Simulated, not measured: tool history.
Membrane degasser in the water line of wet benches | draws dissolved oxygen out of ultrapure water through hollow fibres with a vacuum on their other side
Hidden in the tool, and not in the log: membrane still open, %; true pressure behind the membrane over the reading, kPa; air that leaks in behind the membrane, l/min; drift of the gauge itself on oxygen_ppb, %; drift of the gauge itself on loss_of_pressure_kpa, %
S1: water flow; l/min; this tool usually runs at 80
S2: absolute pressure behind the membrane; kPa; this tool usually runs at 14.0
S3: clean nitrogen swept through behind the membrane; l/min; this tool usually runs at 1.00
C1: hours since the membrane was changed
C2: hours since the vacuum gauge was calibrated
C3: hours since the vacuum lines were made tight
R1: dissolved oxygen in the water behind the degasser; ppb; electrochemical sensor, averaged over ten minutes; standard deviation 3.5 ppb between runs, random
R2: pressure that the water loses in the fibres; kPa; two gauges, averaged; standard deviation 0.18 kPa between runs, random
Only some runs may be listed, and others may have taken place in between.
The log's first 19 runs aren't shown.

{"run": 20, "hour": 1603.3, "S1": 80, "S2": 15.7, "S3": 1.0, "C1": 6075, "C2": 5256, "C3": 3288, "R1": 1500.1, "R2": 35.93}
{"run": 21, "hour": 1672.6, "S1": 54, "S2": 22.8, "S3": 1.07, "C1": 6144, "C2": 5325, "C3": 3357, "R1": 1617.2, "R2": 24.27}
{"run": 22, "hour": 1771.0, "S1": 86, "S2": 13.3, "S3": 1.82, "C1": 6242, "C2": 5424, "C3": 3456, "R1": 906.3, "R2": 39.5}
{"run": 23, "hour": 1890.8, "S1": 86, "S2": 13.3, "S3": 1.82, "C1": 6362, "C2": 5543, "C3": 3576, "R1": 906.3, "R2": 38.62}
{"run": 24, "hour": 1941.5, "S1": 86, "S2": 29.6, "S3": 2.53, "C1": 6413, "C2": 5594, "C3": 3626, "R1": 1610.6, "R2": 38.83}
{"run": 25, "hour": 1997.5, "S1": 80, "S2": 19.9, "S3": 1.0, "C1": 6469, "C2": 5650, "C3": 3682, "R1": 1902.1, "R2": 36.12}
{"run": 26, "hour": 2051.9, "S1": 73, "S2": 9.4, "S3": 1.0, "C1": 6523, "C2": 5705, "C3": 3737, "R1": 778.0, "R2": 33.21}
{"run": 27, "hour": 2143.8, "S1": 73, "S2": 9.4, "S3": 1.0, "C1": 6615, "C2": 5796, "C3": 3829, "R1": 777.5, "R2": 33.07}
{"run": 28, "hour": 2230.6, "S1": 80, "S2": 9.0, "S3": 1.67, "C1": 6702, "C2": 5883, "C3": 3915, "R1": 565.9, "R2": 36.3}
{"run": 29, "hour": 2347.8, "S1": 80, "S2": 9.0, "S3": 1.67, "C1": 6819, "C2": 6000, "C3": 4033, "R1": 568.6, "R2": 36.32}
{"run": 30, "hour": 2408.8, "S1": 80, "S2": 13.9, "S3": 1.0, "C1": 6880, "C2": 6061, "C3": 4094, "R1": 1325.2, "R2": 36.19}

Run 31 comes next. What will it give?
{"hour": 2462.0, "done": "vacuum gauge calibrated"}
{"run": 31, "hour": 2522.2, "S1": 76, "S2": 9.7, "S3": 1.36, "C1": 6993, "C2": 60, "C3": 4206, "R1": "?", "R2": "?"}

{"run 31": {"R1": 687.1, "R2": 34.65}}
With no hidden state in the tool, this same run would have given R1 686.9 ppb, R2 33.92 kPa.
